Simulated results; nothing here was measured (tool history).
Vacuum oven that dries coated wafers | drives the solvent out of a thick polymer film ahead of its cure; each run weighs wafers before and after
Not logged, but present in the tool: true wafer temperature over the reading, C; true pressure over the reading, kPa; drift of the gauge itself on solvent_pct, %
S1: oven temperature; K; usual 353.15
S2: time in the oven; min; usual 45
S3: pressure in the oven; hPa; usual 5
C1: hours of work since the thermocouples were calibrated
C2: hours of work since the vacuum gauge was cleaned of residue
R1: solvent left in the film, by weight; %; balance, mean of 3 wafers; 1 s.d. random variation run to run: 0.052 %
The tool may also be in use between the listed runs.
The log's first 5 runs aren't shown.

run     day      S1  S2     S3    C1    C2    R1
  6   15.45  350.15  45      5  1223   990  2.82
  7  18.488  350.15  45      5  1254  1021  2.79
     20.217  -- oven's thermocouples calibrated
  8  21.283  353.15  45      5    11  1049  1.63
  9  25.517  353.15  45      5    54  1092   1.6
 10  28.067  353.15  45      5    81  1118  1.67
 11  31.233  353.15  45      5   113  1151  1.57
 12  33.379  353.15  45      5   135  1173  1.71
 13  36.946  353.15  45      5   172  1210  1.66
 14  41.021  353.15  45   4.42   214  1251  1.64
 15  43.546  353.15  45   4.42   240  1277  1.64
 16  45.988  353.15  72   4.15   265  1302  0.86
 17  48.704  366.15  27   6.86   293  1330  0.78
 18  50.892  355.15  74   5.62   315  1353  0.88
 19  53.125  342.15  28      5   338  1376  6.89
 20  55.579  342.15  63      5   363  1401  3.76
 21  58.812  342.15  63  18.83   397  1434  5.18
 22  62.812  342.15  32   2.55   438  1475  6.45
 23  67.017  342.15  32   6.95   481  1519  6.76
 24  68.792  340.15  31  19.78   499  1537  8.57
 25  71.417  343.15  45      5   526  1564  4.84
 26    73.8  358.15  38   12.8   551  1588  1.68
 27  76.158  341.15  23      5   575  1612  8.09
 28  79.775  341.15  23      5   612  1650  8.17
 29  84.046  341.15  23      5   656  1694  8.33
 30    87.3  347.15  33  18.27   689  1727  5.62

Forecast each of these 3 alternatives for the next run:
  A  89.096  353.15  45  18.86  708  1745   ?
  B  89.096  362.15  45  15.37  708  1745   ?
  C  89.096  343.15  65      5  708  1745   ?

run    R1
  A  2.77
  B  1.26
  C  3.57
Without the tool's unlogged condition, the same runs would have read:
run    R1
  A  2.42
  B  0.96
  C  3.09
